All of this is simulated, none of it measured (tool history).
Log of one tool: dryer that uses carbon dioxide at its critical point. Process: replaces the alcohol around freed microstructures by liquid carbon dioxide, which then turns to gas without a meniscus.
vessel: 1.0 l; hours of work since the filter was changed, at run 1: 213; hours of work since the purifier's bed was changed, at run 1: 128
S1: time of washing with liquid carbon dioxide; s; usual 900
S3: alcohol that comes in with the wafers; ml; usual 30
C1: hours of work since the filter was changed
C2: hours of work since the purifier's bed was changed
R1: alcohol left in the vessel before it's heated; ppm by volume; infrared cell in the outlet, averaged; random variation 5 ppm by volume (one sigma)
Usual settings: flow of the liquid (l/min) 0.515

Run 1, day 0: usual settings; C1 213; C2 128. Result: R1 74 ppm by volume.
Run 2, day 0.462: usual settings but flow of the liquid (l/min) 0.722; C1 219; C2 134. Result: R1 20 ppm by volume.
Run 3, day 1.125: usual settings but flow of the liquid (l/min) 0.722; C1 227; C2 142. Result: R1 41 ppm by volume.
Run 4, day 2.029: usual settings but flow of the liquid (l/min) 0.722; C1 238; C2 153. Result: R1 44 ppm by volume.
Run 5, day 2.646: usual settings but flow of the liquid (l/min) 0.722; C1 246; C2 161. Result: R1 50 ppm by volume.
Run 6, day 3.4: usual settings; C1 255; C2 170. Result: R1 90 ppm by volume.
Run 7, day 4.004: usual settings but flow of the liquid (l/min) 0.446; C1 263; C2 178. Result: R1 167 ppm by volume.
Run 8, day 4.833: usual settings but flow of the liquid (l/min) 0.446; C1 273; C2 188. Result: R1 167 ppm by volume.
Run 9, day 5.304: usual settings but flow of the liquid (l/min) 0.446; C1 279; C2 194. Result: R1 183 ppm by volume.
Run 10, day 6.188: usual settings but flow of the liquid (l/min) 0.789; C1 290; C2 205. Result: R1 48 ppm by volume.
Run 11, day 6.967: usual settings but flow of the liquid (l/min) 0.789; C1 299; C2 214. Result: R1 51 ppm by volume.
Run 12, day 7.592: usual settings but S3 101 ml; C1 307; C2 222. Result: R1 260 ppm by volume.
Run 13, day 8.421: usual settings but S1 1020 s; C1 317; C2 232. Result: R1 82 ppm by volume.
Run 14, day 8.817: usual settings; C1 322; C2 237. Result: R1 111 ppm by volume.
Run 15, day 9.371: usual settings; C1 329; C2 244. Result: R1 127 ppm by volume.
Run 16, day 9.8: usual settings; C1 335; C2 249. Result: R1 122 ppm by volume.
Run 17, day 10.583: usual settings; C1 344; C2 259. Result: R1 123 ppm by volume.
Run 18, day 11.396: usual settings; C1 354; C2 269. Result: R1 107 ppm by volume.
Run 19, day 12.367: usual settings but S1 660 s, S3 64 ml; C1 366; C2 281. Result: R1 786 ppm by volume.
Run 20, day 13.333: usual settings but flow of the liquid (l/min) 0.439, S3 43 ml; C1 378; C2 293. Result: R1 308 ppm by volume.
Run 21, day 14.029: usual settings but flow of the liquid (l/min) 0.439, S3 43 ml; C1 387; C2 302. Result: R1 311 ppm by volume.
Run 22, day 14.75: usual settings but S3 29 ml; C1 396; C2 311. Result: R1 138 ppm by volume.
Run 23, day 15.208: usual settings but S1 1320 s, flow of the liquid (l/min) 0.456, S3 24 ml; C1 402; C2 316. Result: R1 82 ppm by volume.
Run 24, day 16.058: usual settings but S1 720 s, flow of the liquid (l/min) 0.865, S3 59 ml; C1 412; C2 327. Result: R1 95 ppm by volume.
Run 25, day 16.571: usual settings but S1 540 s, flow of the liquid (l/min) 0.865, S3 83 ml; C1 418; C2 333. Result: R1 270 ppm by volume.
Run 26, day 17.283: usual settings but S1 780 s; C1 427; C2 342. Result: R1 242 ppm by volume.
Run 27, day 17.796: usual settings but S1 720 s, flow of the liquid (l/min) 0.604, S3 95 ml; C1 433; C2 348. Result: R1 435 ppm by volume.
Run 28, day 18.508: usual settings but S1 540 s, S3 38 ml; C1 442; C2 357. Result: R1 1140 ppm by volume.
Run 29, day 19.088: usual settings but S1 1020 s, flow of the liquid (l/min) 0.714, S3 88 ml; C1 449; C2 364. Result: R1 84 ppm by volume.
Run 30, day 20.029: usual settings but S1 1020 s, flow of the liquid (l/min) 0.714, S3 88 ml; C1 461; C2 376. Result: R1 91 ppm by volume.
Run 31, day 20.675: usual settings but S1 1020 s, flow of the liquid (l/min) 0.539, S3 88 ml; C1 469; C2 384. Result: R1 172 ppm by volume.
Run 32, day 21.462: usual settings but S1 540 s, flow of the liquid (l/min) 0.373; C1 479; C2 394. Result: R1 2381 ppm by volume.
Run 33, day 22.042: usual settings but S1 720 s, flow of the liquid (l/min) 0.356; C1 486; C2 401. Result: R1 1221 ppm by volume.
Run 34, day 22.996: usual settings but S1 720 s, flow of the liquid (l/min) 0.356; C1 498; C2 413. Result: R1 1254 ppm by volume.
Run 35, day 23.962: usual settings but S1 720 s, flow of the liquid (l/min) 0.356; C1 510; C2 425. Result: R1 1277 ppm by volume.

Hidden state or all else? Some run-to-run changes of R1, split into what the settings, what came in and random variation would give without the hidden state, and what is left for the hidden state (with any gauge scatter that isn't in both results):
The hidden state here: flow that reaches the vessel past the clogged filter, %; alcohol in the recycled carbon dioxide, ppm; drift of the gauge itself on alcohol_ppm, %.
Run 28 -> 29: S1 540 -> 1020, flow of the liquid (l/min) 0.515 -> 0.714, S3 38 -> 88. R1 -1056 ppm by volume: hidden state -423, all else -633.
Run 31 -> 32: S1 1020 -> 540, flow of the liquid (l/min) 0.539 -> 0.373, S3 88 -> 30. R1 +2209 ppm by volume: hidden state +716, all else +1493.
Run 32 -> 33: S1 540 -> 720, flow of the liquid (l/min) 0.373 -> 0.356. R1 -1160 ppm by volume: hidden state -301, all else -859.
